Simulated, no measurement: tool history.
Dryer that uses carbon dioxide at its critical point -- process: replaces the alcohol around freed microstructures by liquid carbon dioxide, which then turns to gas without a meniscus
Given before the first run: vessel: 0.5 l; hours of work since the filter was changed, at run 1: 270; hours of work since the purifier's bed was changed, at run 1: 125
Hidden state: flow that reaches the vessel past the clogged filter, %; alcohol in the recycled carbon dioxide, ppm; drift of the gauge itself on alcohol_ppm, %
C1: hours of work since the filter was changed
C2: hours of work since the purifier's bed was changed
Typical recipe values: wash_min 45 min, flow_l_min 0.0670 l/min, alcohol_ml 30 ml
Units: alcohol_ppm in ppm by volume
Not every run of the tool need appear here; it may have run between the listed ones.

run 1 hour=0.0 | wash_min=45 flow_l_min=0.0670 alcohol_ml=30 | C1=270 C2=125 | alcohol_ppm=605
run 2 hour=15.9 | wash_min=45 flow_l_min=0.0629 alcohol_ml=30 | C1=276 C2=131 | alcohol_ppm=775
run 3 hour=26.2 | wash_min=45 flow_l_min=0.0629 alcohol_ml=30 | C1=280 C2=134 | alcohol_ppm=799
run 4 hour=39.6 | wash_min=45 flow_l_min=0.0670 alcohol_ml=30 | C1=285 C2=139 | alcohol_ppm=621
run 5 hour=49.1 | wash_min=45 flow_l_min=0.0525 alcohol_ml=30 | C1=288 C2=143 | alcohol_ppm=1595
run 6 hour=71.5 | wash_min=45 flow_l_min=0.0670 alcohol_ml=30 | C1=296 C2=151 | alcohol_ppm=636
run 7 hour=86.7 | wash_min=45 flow_l_min=0.0670 alcohol_ml=30 | C1=302 C2=156 | alcohol_ppm=644
run 8 hour=109.2 | wash_min=45 flow_l_min=0.0615 alcohol_ml=30 | C1=310 C2=164 | alcohol_ppm=917
run 9 hour=129.0 | wash_min=45 flow_l_min=0.0615 alcohol_ml=30 | C1=317 C2=171 | alcohol_ppm=925
run 10 hour=141.7 | wash_min=45 flow_l_min=0.0615 alcohol_ml=30 | C1=322 C2=176 | alcohol_ppm=941
run 11 hour=158.9 | wash_min=45 flow_l_min=0.0615 alcohol_ml=30 | C1=328 C2=182 | alcohol_ppm=965
run 12 hour=171.3 | wash_min=45 flow_l_min=0.0615 alcohol_ml=30 | C1=332 C2=187 | alcohol_ppm=945
run 13 hour=191.8 | wash_min=27 flow_l_min=0.0615 alcohol_ml=30 | C1=340 C2=194 | alcohol_ppm=4942
run 14 hour=205.1 | wash_min=45 flow_l_min=0.0670 alcohol_ml=30 | C1=344 C2=199 | alcohol_ppm=696
run 15 hour=221.2 | wash_min=45 flow_l_min=0.0670 alcohol_ml=30 | C1=350 C2=204 | alcohol_ppm=706
run 16 hour=242.9 | wash_min=45 flow_l_min=0.0434 alcohol_ml=30 | C1=358 C2=212 | alcohol_ppm=3025
run 17 hour=252.9 | wash_min=45 flow_l_min=0.0434 alcohol_ml=30 | C1=362 C2=216 | alcohol_ppm=3075
run 18 hour=270.6 | wash_min=36 flow_l_min=0.0434 alcohol_ml=30 | C1=368 C2=222 | alcohol_ppm=5432
run 19 hour=286.2 | wash_min=36 flow_l_min=0.0434 alcohol_ml=30 | C1=374 C2=228 | alcohol_ppm=5590
run 20 hour=303.1 | wash_min=45 flow_l_min=0.1023 alcohol_ml=30 | C1=380 C2=234 | alcohol_ppm=132
run 21 hour=325.9 | wash_min=45 flow_l_min=0.0670 alcohol_ml=30 | C1=388 C2=242 | alcohol_ppm=766
run 22 hour=347.7 | wash_min=45 flow_l_min=0.0670 alcohol_ml=30 | C1=396 C2=250 | alcohol_ppm=765
run 23 hour=366.0 | wash_min=45 flow_l_min=0.0670 alcohol_ml=30 | C1=402 C2=257 | alcohol_ppm=758
run 24 hour=388.1 | wash_min=36 flow_l_min=0.0809 alcohol_ml=36 | C1=410 C2=265 | alcohol_ppm=1109
-- hour=399.4 inlet filter changed
run 25 hour=409.8 | wash_min=47 flow_l_min=0.0995 alcohol_ml=81 | C1=4 C2=272 | alcohol_ppm=137
run 26 hour=426.2 | wash_min=27 flow_l_min=0.0470 alcohol_ml=81 | C1=10 C2=278 | alcohol_ppm=18661
run 27 hour=439.8 | wash_min=45 flow_l_min=0.0641 alcohol_ml=30 | C1=15 C2=283 | alcohol_ppm=561
run 28 hour=461.0 | wash_min=52 flow_l_min=0.0621 alcohol_ml=30 | C1=22 C2=290 | alcohol_ppm=333
run 29 hour=477.9 | wash_min=31 flow_l_min=0.0712 alcohol_ml=30 | C1=28 C2=297 | alcohol_ppm=1704
run 30 hour=501.2 | wash_min=29 flow_l_min=0.0645 alcohol_ml=56 | C1=37 C2=305 | alcohol_ppm=5246
run 31 hour=513.8 | wash_min=43 flow_l_min=0.0498 alcohol_ml=66 | C1=41 C2=309 | alcohol_ppm=3733
run 32 hour=533.1 | wash_min=32 flow_l_min=0.0670 alcohol_ml=33 | C1=48 C2=316 | alcohol_ppm=1970
run 33 hour=547.4 | wash_min=36 flow_l_min=0.0706 alcohol_ml=94 | C1=53 C2=322 | alcohol_ppm=2918
run 34 hour=567.1 | wash_min=36 flow_l_min=0.0706 alcohol_ml=94 | C1=60 C2=329 | alcohol_ppm=3000
run 35 hour=583.6 | wash_min=41 flow_l_min=0.0624 alcohol_ml=41 | C1=66 C2=335 | alcohol_ppm=1294
run 36 hour=598.5 | wash_min=43 flow_l_min=0.1051 alcohol_ml=85 | C1=72 C2=340 | alcohol_ppm=202
run 37 hour=608.2 | wash_min=43 flow_l_min=0.1051 alcohol_ml=85 | C1=75 C2=343 | alcohol_ppm=199
run 38 hour=618.7 | wash_min=63 flow_l_min=0.0424 alcohol_ml=30 | C1=79 C2=347 | alcohol_ppm=774
run 39 hour=635.1 | wash_min=34 flow_l_min=0.0610 alcohol_ml=36 | C1=85 C2=353 | alcohol_ppm=2453
run 40 hour=652.2 | wash_min=34 flow_l_min=0.0610 alcohol_ml=36 | C1=91 C2=359 | alcohol_ppm=2575
run 41 hour=672.1 | wash_min=34 flow_l_min=0.0610 alcohol_ml=36 | C1=98 C2=367 | alcohol_ppm=2481
run 42 hour=692.7 | wash_min=34 flow_l_min=0.0610 alcohol_ml=36 | C1=106 C2=374 | alcohol_ppm=2612
run 43 hour=710.3 | wash_min=36 flow_l_min=0.0610 alcohol_ml=43 | C1=112 C2=380 | alcohol_ppm=2547
run 44 hour=725.4 | wash_min=53 flow_l_min=0.0883 alcohol_ml=57 | C1=117 C2=386 | alcohol_ppm=165
run 45 hour=745.4 | wash_min=53 flow_l_min=0.0883 alcohol_ml=57 | C1=125 C2=393 | alcohol_ppm=157
run 46 hour=767.6 | wash_min=53 flow_l_min=0.0883 alcohol_ml=57 | C1=133 C2=401 | alcohol_ppm=147

Selected run-to-run steps in alcohol_ppm, each split into two signed amounts: the part the tool would show with no hidden state at all (from settings, incoming material and random variation), and the remainder, which goes to the hidden state together with any gauge scatter not common to the measured and the hidden-state-free results:
Run 12 -> 13: wash_min 45 -> 27. alcohol_ppm +3997 ppm by volume: hidden state +915, all else +3082.
Run 13 -> 14: wash_min 27 -> 45, flow_l_min 0.0615 -> 0.0670. alcohol_ppm -4246 ppm by volume: hidden state -988, all else -3258.
Run 19 -> 20: wash_min 36 -> 45, flow_l_min 0.0434 -> 0.1023. alcohol_ppm -5458 ppm by volume: hidden state -1447, all else -4011.
Run 25 -> 26: wash_min 47 -> 27, flow_l_min 0.0995 -> 0.0470. alcohol_ppm +18524 ppm by volume: hidden state +388, all else +18136.
Run 26 -> 27: wash_min 27 -> 45, flow_l_min 0.0470 -> 0.0641, alcohol_ml 81 -> 30. alcohol_ppm -18100 ppm by volume: hidden state -362, all else -17738.
